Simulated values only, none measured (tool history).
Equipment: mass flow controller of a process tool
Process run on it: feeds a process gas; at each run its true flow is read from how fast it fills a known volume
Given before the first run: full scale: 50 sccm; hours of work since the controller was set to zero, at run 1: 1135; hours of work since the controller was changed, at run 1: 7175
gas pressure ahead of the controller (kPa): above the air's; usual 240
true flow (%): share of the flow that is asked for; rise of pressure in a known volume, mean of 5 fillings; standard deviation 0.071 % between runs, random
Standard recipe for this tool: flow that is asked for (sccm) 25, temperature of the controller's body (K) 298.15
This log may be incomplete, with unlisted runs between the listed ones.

run      day  flow that is asked for (sccm)  gas pressure ahead of the controller (kPa)  temperature of the controller's body (K)  hours of work since the controller was set to zero  hours of work since the controller was changed  true flow (%)
  1    0.000                             25                                         240                                    298.15                                                1135                                            7175         100.06
  2   22.196                             25                                         240                                    298.15                                                1372                                            7411          99.88
  3   33.804                             25                                         240                                    298.15                                                1496                                            7535          99.78
  4   51.738                             25                                         240                                    298.15                                                1687                                            7727         100.03
  5   63.083                             25                                         240                                    298.15                                                1808                                            7848          99.83
  6   85.596                             29                                         240                                    298.15                                                2049                                            8088          99.71
  7  101.592                             29                                         240                                    303.15                                                2219                                            8259         100.17
  8  118.383                             29                                         240                                    303.15                                                2399                                            8438         100.05
  9  128.054                             29                                         240                                    303.15                                                2502                                            8541         100.00
 10  139.083                             29                                         240                                    303.15                                                2620                                            8659         100.14
 11  154.296                             29                                         240                                    303.15                                                2782                                            8821          99.87
 12  166.571                             29                                         240                                    303.15                                                2913                                            8953          99.83
 13  185.350                             29                                         240                                    303.15                                                3114                                            9153          99.69
 14  195.383                             29                                         240                                    303.15                                                3221                                            9260          99.80
 15  213.108                             29                                         240                                    303.15                                                3410                                            9449          99.45
 16  228.617                             29                                         240                                    303.15                                                3575                                            9615          99.56
 17  244.250                             42                                         209                                    304.15                                                3742                                            9782          99.53
 18  266.792                             25                                         222                                    296.15                                                3983                                           10022          98.57
 19  279.950                              6                                         268                                    308.15                                                4123                                           10163          99.88

For run 20, what comes out?
 20  300.742                             19                                         161                                    298.15                                                4345                                           10385              ?

{"run 20": {"true flow (%)": 98.37}}
Without the tool's hidden state the same run would have given true flow (%) 99.63.

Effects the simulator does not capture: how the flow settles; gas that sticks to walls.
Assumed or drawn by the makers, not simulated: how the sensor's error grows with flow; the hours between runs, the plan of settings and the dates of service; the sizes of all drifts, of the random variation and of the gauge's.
